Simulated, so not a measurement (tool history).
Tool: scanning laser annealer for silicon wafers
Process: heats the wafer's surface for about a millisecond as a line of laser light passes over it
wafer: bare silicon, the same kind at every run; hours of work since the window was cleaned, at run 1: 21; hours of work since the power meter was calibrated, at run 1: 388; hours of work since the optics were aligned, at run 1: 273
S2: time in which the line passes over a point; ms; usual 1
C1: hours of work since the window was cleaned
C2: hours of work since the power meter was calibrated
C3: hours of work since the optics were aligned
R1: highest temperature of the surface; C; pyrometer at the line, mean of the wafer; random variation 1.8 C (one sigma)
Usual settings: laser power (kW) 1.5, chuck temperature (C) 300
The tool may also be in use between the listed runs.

{"run": 1, "hour": 0.0, "laser power (kW)": 1.5, "S2": 1, "chuck temperature (C)": 300, "C1": 21, "C2": 388, "C3": 273, "R1": 989}
{"run": 2, "hour": 32.5, "laser power (kW)": 1.5, "S2": 1.22, "chuck temperature (C)": 300, "C1": 38, "C2": 406, "C3": 290, "R1": 1067}
{"run": 3, "hour": 51.3, "laser power (kW)": 1.5, "S2": 1.22, "chuck temperature (C)": 300, "C1": 48, "C2": 416, "C3": 300, "R1": 1064}
{"run": 4, "hour": 79.7, "laser power (kW)": 1.5, "S2": 1, "chuck temperature (C)": 300, "C1": 64, "C2": 431, "C3": 316, "R1": 987}
{"run": 5, "hour": 109.1, "laser power (kW)": 1.5, "S2": 1, "chuck temperature (C)": 300, "C1": 80, "C2": 447, "C3": 332, "R1": 985}
{"run": 6, "hour": 133.7, "laser power (kW)": 1.484, "S2": 1, "chuck temperature (C)": 300, "C1": 93, "C2": 460, "C3": 345, "R1": 980}
{"run": 7, "hour": 148.8, "laser power (kW)": 1.484, "S2": 1, "chuck temperature (C)": 300, "C1": 101, "C2": 468, "C3": 353, "R1": 978}
{"run": 8, "hour": 169.6, "laser power (kW)": 1.484, "S2": 1, "chuck temperature (C)": 300, "C1": 112, "C2": 480, "C3": 364, "R1": 977}
{"run": 9, "hour": 193.5, "laser power (kW)": 1.55, "S2": 1, "chuck temperature (C)": 300, "C1": 125, "C2": 492, "C3": 377, "R1": 1012}
{"run": 10, "hour": 207.9, "laser power (kW)": 1.55, "S2": 1, "chuck temperature (C)": 300, "C1": 133, "C2": 500, "C3": 385, "R1": 1009}
{"run": 11, "hour": 238.1, "laser power (kW)": 1.55, "S2": 1, "chuck temperature (C)": 300, "C1": 149, "C2": 517, "C3": 401, "R1": 1009}
{"run": 12, "hour": 268.6, "laser power (kW)": 1.55, "S2": 1.17, "chuck temperature (C)": 324, "C1": 166, "C2": 533, "C3": 418, "R1": 1095}
{"run": 13, "hour": 285.4, "laser power (kW)": 1.55, "S2": 1, "chuck temperature (C)": 266, "C1": 175, "C2": 542, "C3": 427, "R1": 977}
{"hour": 291.2, "done": "laser's power meter calibrated"}
{"run": 14, "hour": 306.1, "laser power (kW)": 1.301, "S2": 1.12, "chuck temperature (C)": 300, "C1": 184, "C2": 8, "C3": 436, "R1": 909}
{"run": 15, "hour": 327.8, "laser power (kW)": 1.301, "S2": 0.71, "chuck temperature (C)": 283, "C1": 196, "C2": 20, "C3": 448, "R1": 761}
{"run": 16, "hour": 355.4, "laser power (kW)": 1.56, "S2": 0.71, "chuck temperature (C)": 266, "C1": 211, "C2": 35, "C3": 463, "R1": 858}
{"run": 17, "hour": 372.3, "laser power (kW)": 1.389, "S2": 1, "chuck temperature (C)": 311, "C1": 220, "C2": 44, "C3": 472, "R1": 932}
{"run": 18, "hour": 396.4, "laser power (kW)": 1.622, "S2": 0.75, "chuck temperature (C)": 272, "C1": 233, "C2": 57, "C3": 485, "R1": 909}
{"run": 19, "hour": 409.7, "laser power (kW)": 1.323, "S2": 0.75, "chuck temperature (C)": 272, "C1": 240, "C2": 64, "C3": 492, "R1": 772}
{"run": 20, "hour": 424.6, "laser power (kW)": 1.416, "S2": 0.75, "chuck temperature (C)": 329, "C1": 248, "C2": 72, "C3": 500, "R1": 868}
{"run": 21, "hour": 441.7, "laser power (kW)": 1.416, "S2": 0.91, "chuck temperature (C)": 329, "C1": 258, "C2": 81, "C3": 510, "R1": 932}

Forecast each of these 5 alternatives for the next run:
{"run": "A", "hour": 455.5, "laser power (kW)": 1.416, "S2": 0.91, "chuck temperature (C)": 306, "C1": 265, "C2": 89, "C3": 517, "R1": "?"}
{"run": "B", "hour": 455.5, "laser power (kW)": 1.416, "S2": 0.91, "chuck temperature (C)": 294, "C1": 265, "C2": 89, "C3": 517, "R1": "?"}
{"run": "C", "hour": 455.5, "laser power (kW)": 1.5, "S2": 0.79, "chuck temperature (C)": 339, "C1": 265, "C2": 89, "C3": 517, "R1": "?"}
{"run": "D", "hour": 455.5, "laser power (kW)": 1.453, "S2": 1.06, "chuck temperature (C)": 335, "C1": 265, "C2": 89, "C3": 517, "R1": "?"}
{"run": "E", "hour": 455.5, "laser power (kW)": 1.5, "S2": 1, "chuck temperature (C)": 300, "C1": 265, "C2": 89, "C3": 517, "R1": "?"}

run=A R1=908
run=B R1=893
run=C R1=937
run=D R1=1007
run=E R1=972
Without the tool's hidden state the same runs would have given:
run=A R1=930
run=B R1=916
run=C R1=959
run=D R1=1032
run=E R1=997
